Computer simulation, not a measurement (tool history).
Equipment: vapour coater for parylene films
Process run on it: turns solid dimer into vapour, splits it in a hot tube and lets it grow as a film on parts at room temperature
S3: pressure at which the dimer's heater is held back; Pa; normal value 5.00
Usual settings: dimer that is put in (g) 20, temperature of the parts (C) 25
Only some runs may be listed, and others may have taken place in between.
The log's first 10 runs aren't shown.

Run 11, hour 199.7: usual settings but temperature of the parts (C) 30. Result: thickness of the film (nm) 12150.
Run 12, hour 219.2: usual settings but temperature of the parts (C) 30. Result: thickness of the film (nm) 12260.
Run 13, hour 239.5: usual settings but temperature of the parts (C) 30. Result: thickness of the film (nm) 12210.
Run 14, hour 263.7: usual settings but temperature of the parts (C) 30. Result: thickness of the film (nm) 12000.
Run 15, hour 283.8: usual settings but dimer that is put in (g) 10. Result: thickness of the film (nm) 7530.
Run 16, hour 298.7: usual settings but dimer that is put in (g) 10. Result: thickness of the film (nm) 7560.
Run 17, hour 311.9: usual settings but dimer that is put in (g) 10. Result: thickness of the film (nm) 7390.
Run 18, hour 331.5: usual settings but dimer that is put in (g) 10. Result: thickness of the film (nm) 7290.
Run 19, hour 347.0: usual settings but S3 6.98 Pa. Result: thickness of the film (nm) 13730.
Run 20, hour 370.0: usual settings but S3 5.26 Pa. Result: thickness of the film (nm) 14280.
At hour 376.6: trap's valve overhauled.
Run 21, hour 393.8: usual settings but S3 5.26 Pa. Result: thickness of the film (nm) 13960.
Run 22, hour 410.8: usual settings but dimer that is put in (g) 11, S3 3.24 Pa. Result: thickness of the film (nm) 8440.
Run 23, hour 431.2: usual settings but dimer that is put in (g) 11, S3 3.24 Pa. Result: thickness of the film (nm) 8500.
Run 24, hour 453.6: usual settings but dimer that is put in (g) 17. Result: thickness of the film (nm) 11750.
At hour 476.9: trap's valve overhauled, once more.
Run 25, hour 482.0: usual settings but dimer that is put in (g) 17. Result: thickness of the film (nm) 14370.
Run 26, hour 506.2: usual settings but dimer that is put in (g) 17. Result: thickness of the film (nm) 14180.

For run 27, what comes out?
Run 27, hour 533.8: usual settings but dimer that is put in (g) 27, S3 4.16 Pa. Result: thickness of the film (nm) ?.

{"run 27": {"thickness of the film (nm)": 23310}}
Minus the tool's unlogged condition, the same run would have read thickness of the film (nm) 22540.

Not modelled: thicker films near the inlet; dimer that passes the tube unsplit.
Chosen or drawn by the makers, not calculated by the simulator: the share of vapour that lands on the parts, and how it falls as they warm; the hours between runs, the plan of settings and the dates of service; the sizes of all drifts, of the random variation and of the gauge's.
